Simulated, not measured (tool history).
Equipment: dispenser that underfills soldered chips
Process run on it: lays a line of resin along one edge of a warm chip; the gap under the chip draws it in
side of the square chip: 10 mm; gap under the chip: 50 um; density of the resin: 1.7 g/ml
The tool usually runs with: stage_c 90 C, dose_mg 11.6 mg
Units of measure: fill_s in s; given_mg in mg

run	day	stage_c	dose_mg	fill_s	given_mg
1	0	90	11.6	89.7	11.33
# day 0.342: new syringe of resin
2	0.358	96	11.6	60.2	11.31
3	0.683	84	11.6	134.5	11.28
# day 0.867: new syringe of resin
4	1.096	84	11.6	114.1	11.16
# day 1.392: new syringe of resin
5	1.7	79	11.6	151.2	11.28
# day 1.908: new syringe of resin
6	1.983	79	11.6	116.9	11.15
7	2.233	79	11.6	160.2	11.14
# day 2.433: new syringe of resin
8	2.562	75	15	129	14.31
# day 2.967: new syringe of resin
9	2.967	94	10	66	9.6
10	3.338	90	14.2	110.6	13.37
# day 3.483: new syringe of resin
11	3.908	90	14.2	118.5	13.52
# day 4.021: new syringe of resin
12	4.396	90	10.9	120.8	10.3
# day 4.562: new syringe of resin
13	4.942	92	11.6	113.5	10.96
# day 5.075: new syringe of resin
14	5.35	87	12.8	106.8	11.97

Branching from run 14: 5 alternative next runs. What would each branch give?
# day 5.629: new syringe of resin
A	5.933	95	12.8	?	?
# day 5.629: new syringe of resin
B	5.933	104	10.5	?	?
# day 5.629: new syringe of resin
C	5.933	98	14.6	?	?
# day 5.629: new syringe of resin
D	5.933	95	12.5	?	?
# day 5.629: new syringe of resin
E	5.933	95	10.6	?	?

run	fill_s	given_mg
A	89.9	11.82
B	73	9.76
C	80.9	13.51
D	89.6	11.58
E	95.2	9.96
With the hidden condition removed and each run's random variation left untouched, the same runs would have given:
run	fill_s	given_mg
A	60.7	12.73
B	48.3	10.51
C	55	14.56
D	60.5	12.47
E	63.4	10.73
